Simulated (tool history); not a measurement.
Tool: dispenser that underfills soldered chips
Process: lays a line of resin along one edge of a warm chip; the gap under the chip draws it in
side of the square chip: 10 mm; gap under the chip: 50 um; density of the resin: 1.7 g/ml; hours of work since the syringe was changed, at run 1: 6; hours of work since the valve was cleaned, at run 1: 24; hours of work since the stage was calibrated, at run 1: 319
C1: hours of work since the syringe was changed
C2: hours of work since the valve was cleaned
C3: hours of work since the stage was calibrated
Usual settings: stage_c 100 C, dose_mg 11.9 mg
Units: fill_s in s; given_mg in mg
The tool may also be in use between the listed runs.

run 1 hour=0.0 | stage_c=100 dose_mg=11.9 | C1=6 C2=24 C3=319 | fill_s=267.8 given_mg=11.73
-- hour=4.6 new syringe of resin
run 2 hour=5.0 | stage_c=100 dose_mg=11.9 | C1=0 C2=27 C3=323 | fill_s=182.6 given_mg=11.55
run 3 hour=16.1 | stage_c=100 dose_mg=11.9 | C1=8 C2=35 C3=330 | fill_s=297.0 given_mg=11.64
-- hour=18.3 new syringe of resin
run 4 hour=26.0 | stage_c=100 dose_mg=11.7 | C1=5 C2=42 C3=337 | fill_s=261.1 given_mg=11.42
-- hour=32.0 new syringe of resin
run 5 hour=36.1 | stage_c=100 dose_mg=11.9 | C1=3 C2=48 C3=344 | fill_s=213.0 given_mg=11.38
run 6 hour=41.5 | stage_c=100 dose_mg=12.7 | C1=7 C2=52 C3=348 | fill_s=264.0 given_mg=12.23
-- hour=46.0 new syringe of resin
run 7 hour=52.4 | stage_c=100 dose_mg=11.9 | C1=4 C2=59 C3=355 | fill_s=245.7 given_mg=11.24
-- hour=55.3 dispensing valve cleaned and set on the balance
run 8 hour=59.0 | stage_c=100 dose_mg=11.9 | C1=8 C2=3 C3=359 | fill_s=313.9 given_mg=11.80
-- hour=60.5 new syringe of resin
run 9 hour=70.4 | stage_c=100 dose_mg=15.2 | C1=7 C2=10 C3=366 | fill_s=272.1 given_mg=15.03
-- hour=74.1 new syringe of resin
run 10 hour=79.9 | stage_c=106 dose_mg=11.9 | C1=4 C2=17 C3=373 | fill_s=199.1 given_mg=11.77
-- hour=88.0 new syringe of resin
run 11 hour=89.5 | stage_c=106 dose_mg=11.9 | C1=1 C2=23 C3=379 | fill_s=170.3 given_mg=11.72
run 12 hour=99.5 | stage_c=94 dose_mg=13.3 | C1=8 C2=30 C3=386 | fill_s=344.7 given_mg=12.98
-- hour=101.8 new syringe of resin
run 13 hour=109.5 | stage_c=102 dose_mg=10.4 | C1=5 C2=37 C3=393 | fill_s=252.5 given_mg=10.07
-- hour=115.8 new syringe of resin
run 14 hour=121.0 | stage_c=105 dose_mg=14.6 | C1=4 C2=44 C3=401 | fill_s=191.6 given_mg=14.04
run 15 hour=127.5 | stage_c=91 dose_mg=11.9 | C1=8 C2=49 C3=405 | fill_s=381.8 given_mg=11.53
-- hour=129.4 new syringe of resin
run 16 hour=135.6 | stage_c=90 dose_mg=10.4 | C1=4 C2=54 C3=411 | fill_s=317.9 given_mg=10.04
run 17 hour=140.3 | stage_c=106 dose_mg=15.5 | C1=8 C2=58 C3=414 | fill_s=241.8 given_mg=14.82
-- hour=142.6 new syringe of resin
-- hour=146.1 dispensing valve cleaned and set on the balance
run 18 hour=146.7 | stage_c=106 dose_mg=12.3 | C1=2 C2=0 C3=417 | fill_s=174.4 given_mg=12.30
run 19 hour=153.6 | stage_c=114 dose_mg=10.4 | C1=7 C2=5 C3=422 | fill_s=205.5 given_mg=10.33
-- hour=157.3 new syringe of resin
run 20 hour=163.4 | stage_c=102 dose_mg=11.4 | C1=4 C2=12 C3=429 | fill_s=223.0 given_mg=11.34

Forecast each of these 4 alternatives for the next run:
run A hour=170.1 | stage_c=115 dose_mg=11.9 | C1=9 C2=16 C3=433 | fill_s=? given_mg=?
run B hour=170.1 | stage_c=100 dose_mg=15.2 | C1=9 C2=16 C3=433 | fill_s=? given_mg=?
run C hour=170.1 | stage_c=102 dose_mg=14.3 | C1=9 C2=16 C3=433 | fill_s=? given_mg=?
run D hour=170.1 | stage_c=98 dose_mg=12.2 | C1=9 C2=16 C3=433 | fill_s=? given_mg=?

run=A fill_s=215.3 given_mg=11.87
run=B fill_s=305.5 given_mg=15.03
run=C fill_s=288.8 given_mg=14.22
run=D fill_s=327.2 given_mg=12.06
Without the tool's hidden state the same runs would have given:
run=A fill_s=132.0 given_mg=12.00
run=B fill_s=189.0 given_mg=15.20
run=C fill_s=178.4 given_mg=14.37
run=D fill_s=202.3 given_mg=12.19
